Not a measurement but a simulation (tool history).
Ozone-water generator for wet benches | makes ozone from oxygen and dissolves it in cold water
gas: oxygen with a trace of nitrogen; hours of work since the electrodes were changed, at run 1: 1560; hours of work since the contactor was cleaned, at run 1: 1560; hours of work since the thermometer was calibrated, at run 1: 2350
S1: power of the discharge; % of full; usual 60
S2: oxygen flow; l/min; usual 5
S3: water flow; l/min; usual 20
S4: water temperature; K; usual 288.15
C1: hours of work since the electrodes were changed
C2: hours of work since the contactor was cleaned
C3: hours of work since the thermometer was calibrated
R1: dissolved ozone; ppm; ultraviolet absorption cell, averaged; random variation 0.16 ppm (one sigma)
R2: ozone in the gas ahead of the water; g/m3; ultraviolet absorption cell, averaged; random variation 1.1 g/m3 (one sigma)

run     day  S1  S2  S3      S4    C1    C2    C3    R1     R2
  1       0  60   5  20  288.15  1560  1560  2350  19.9  190.3
  2   1.821  60   5  20  288.15  1591  1591  2381  20.3  190.3
  3   4.279  60   5  20  288.15  1633  1633  2423    20  192.6
  4   6.604  60   5  19  288.15  1673  1673  2462  20.8  191.8
  5   8.379  60   5  19  288.15  1703  1703  2492  21.1  191.4
  6  10.188  60   5  19  288.15  1734  1734  2523  20.8  191.9
  7  12.717  60   5  19  288.15  1777  1777  2566  20.8  192.1
  8  14.812  60   5  19  288.15  1813  1813  2602  20.9    193
  9  16.658  60   5  20  288.15  1844  1844  2634    20  189.3

The next listed run, before its measurement:
 10  19.95  60   5  20  288.15  1900  1900  2690   ?   ?

Run 10 gave R1 19.9 ppm, R2 191.6 g/m3.
Without the tool's hidden state the same run would have given R1 19.9 ppm, R2 191.6 g/m3.
